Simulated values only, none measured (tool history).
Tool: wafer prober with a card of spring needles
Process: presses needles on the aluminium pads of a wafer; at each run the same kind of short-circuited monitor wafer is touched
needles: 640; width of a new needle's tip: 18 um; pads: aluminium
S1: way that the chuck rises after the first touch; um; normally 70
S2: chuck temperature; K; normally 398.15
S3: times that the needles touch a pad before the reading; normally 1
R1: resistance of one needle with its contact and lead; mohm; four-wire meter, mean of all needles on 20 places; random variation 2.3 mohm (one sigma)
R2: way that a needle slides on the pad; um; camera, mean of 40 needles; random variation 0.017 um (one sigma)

run 1 hour=0 | S1=70 S2=398.15 S3=1 | R1=258 R2=13.41
-- hour=2 tips cleaned on abrasive film
-- hour=11.7 tips cleaned on abrasive film
-- hour=21.1 tips cleaned on abrasive film
run 2 hour=24.8 | S1=70 S2=398.15 S3=1 | R1=257 R2=13.37
-- hour=30.4 tips cleaned on abrasive film
-- hour=39.8 tips cleaned on abrasive film
-- hour=48.6 tips cleaned on abrasive film
run 3 hour=52.5 | S1=70 S2=398.15 S3=1 | R1=256 R2=13.35
-- hour=58.3 tips cleaned on abrasive film
-- hour=68 tips cleaned on abrasive film
-- hour=77.6 tips cleaned on abrasive film
-- hour=87.3 tips cleaned on abrasive film
run 4 hour=87.6 | S1=70 S2=398.15 S3=1 | R1=252 R2=13.36
-- hour=95.2 tips cleaned on abrasive film
-- hour=101.3 height of the first contact set anew
-- hour=105 tips cleaned on abrasive film
run 5 hour=109.5 | S1=70 S2=398.15 S3=1 | R1=255 R2=13.33
-- hour=113.4 tips cleaned on abrasive film
-- hour=122.7 tips cleaned on abrasive film
-- hour=131.4 tips cleaned on abrasive film
run 6 hour=133.6 | S1=70 S2=398.15 S3=1 | R1=261 R2=13.3
-- hour=139.2 tips cleaned on abrasive film
-- hour=148.2 tips cleaned on abrasive film
-- hour=156.1 tips cleaned on abrasive film
run 7 hour=156.1 | S1=70 S2=398.15 S3=1 | R1=258 R2=13.29
-- hour=165.7 tips cleaned on abrasive film
-- hour=175.3 tips cleaned on abrasive film
run 8 hour=181.5 | S1=70 S2=398.15 S3=1 | R1=260 R2=13.27
-- hour=183.5 tips cleaned on abrasive film
-- hour=192.4 tips cleaned on abrasive film
run 9 hour=195.8 | S1=70 S2=349.15 S3=1 | R1=247 R2=13.25
-- hour=201.7 tips cleaned on abrasive film
-- hour=210.7 tips cleaned on abrasive film
-- hour=220.4 tips cleaned on abrasive film
run 10 hour=220.7 | S1=70 S2=398.15 S3=1 | R1=260 R2=13.24
-- hour=228.5 tips cleaned on abrasive film
-- hour=238 tips cleaned on abrasive film
-- hour=247.3 tips cleaned on abrasive film
run 11 hour=247.9 | S1=70 S2=398.15 S3=1 | R1=259 R2=13.25
-- hour=255.3 tips cleaned on abrasive film
-- hour=264.3 tips cleaned on abrasive film
run 12 hour=267.5 | S1=57 S2=398.15 S3=1 | R1=266 R2=10.78
-- hour=273.3 tips cleaned on abrasive film
-- hour=282.6 tips cleaned on abrasive film
-- hour=291.7 tips cleaned on abrasive film
run 13 hour=292.4 | S1=57 S2=398.15 S3=1 | R1=258 R2=10.75
-- hour=299.7 tips cleaned on abrasive film
-- hour=308.5 tips cleaned on abrasive film
run 14 hour=313.3 | S1=57 S2=398.15 S3=1 | R1=261 R2=10.74
-- hour=317.2 tips cleaned on abrasive film
-- hour=326.8 tips cleaned on abrasive film
run 15 hour=330 | S1=57 S2=398.15 S3=1 | R1=265 R2=10.75
-- hour=335.8 tips cleaned on abrasive film
-- hour=344.4 tips cleaned on abrasive film
run 16 hour=345.9 | S1=57 S2=398.15 S3=1 | R1=261 R2=10.74
-- hour=353.4 tips cleaned on abrasive film
-- hour=365.4 card fitted with new needles
-- hour=374.9 tips cleaned on abrasive film
-- hour=382.7 tips cleaned on abrasive film
-- hour=392.1 tips cleaned on abrasive film
run 17 hour=392.1 | S1=57 S2=398.15 S3=1 | R1=260 R2=10.74
-- hour=401.8 tips cleaned on abrasive film
-- hour=411.2 tips cleaned on abrasive film
-- hour=420.2 tips cleaned on abrasive film
run 18 hour=421.7 | S1=75 S2=344.15 S3=1 | R1=242 R2=14.08
-- hour=429 tips cleaned on abrasive film
run 19 hour=435.9 | S1=66 S2=351.15 S3=1 | R1=249 R2=12.41
-- hour=438 tips cleaned on abrasive film
-- hour=447.6 tips cleaned on abrasive film
-- hour=456.5 tips cleaned on abrasive film
-- hour=465.7 tips cleaned on abrasive film
run 20 hour=467.3 | S1=76 S2=328.15 S3=1 | R1=238 R2=14.24
-- hour=474.8 tips cleaned on abrasive film
-- hour=484.1 tips cleaned on abrasive film
run 21 hour=491 | S1=76 S2=328.15 S3=1 | R1=237 R2=14.21
-- hour=493.1 tips cleaned on abrasive film
-- hour=502 tips cleaned on abrasive film
run 22 hour=508.9 | S1=56 S2=299.15 S3=2 | R1=236 R2=10.46
-- hour=510.6 tips cleaned on abrasive film
-- hour=518.4 tips cleaned on abrasive film
-- hour=527.8 tips cleaned on abrasive film
run 23 hour=531 | S1=79 S2=376.15 S3=2 | R1=248 R2=14.74
-- hour=536.5 tips cleaned on abrasive film
-- hour=545.7 tips cleaned on abrasive film
-- hour=555.3 tips cleaned on abrasive film
-- hour=564.5 tips cleaned on abrasive film
run 24 hour=565.2 | S1=58 S2=355.15 S3=3 | R1=249 R2=10.84
-- hour=574.1 tips cleaned on abrasive film
run 25 hour=581.4 | S1=52 S2=339.15 S3=1 | R1=250 R2=9.69
-- hour=583.4 tips cleaned on abrasive film
-- hour=591.9 tips cleaned on abrasive film
-- hour=601.5 tips cleaned on abrasive film
run 26 hour=606.9 | S1=59 S2=339.15 S3=1 | R1=248 R2=11
-- hour=610.6 tips cleaned on abrasive film
-- hour=620.1 tips cleaned on abrasive film
run 27 hour=624.2 | S1=59 S2=339.15 S3=1 | R1=246 R2=10.99
-- hour=628.1 tips cleaned on abrasive film
-- hour=637.4 tips cleaned on abrasive film
run 28 hour=638.9 | S1=59 S2=339.15 S3=1 | R1=248 R2=11

Estimate the outcome of run 29 from the log above:
-- hour=646.6 tips cleaned on abrasive film
-- hour=655.9 gauge calibrated
-- hour=656 tips cleaned on abrasive film
run 29 hour=657.2 | S1=86 S2=339.15 S3=1 | R1=? R2=?

Run 29 yielded R1 241 mohm, R2 16.44 um.
With no hidden state in the tool, this same run would have given R1 241 mohm, R2 16.44 um.
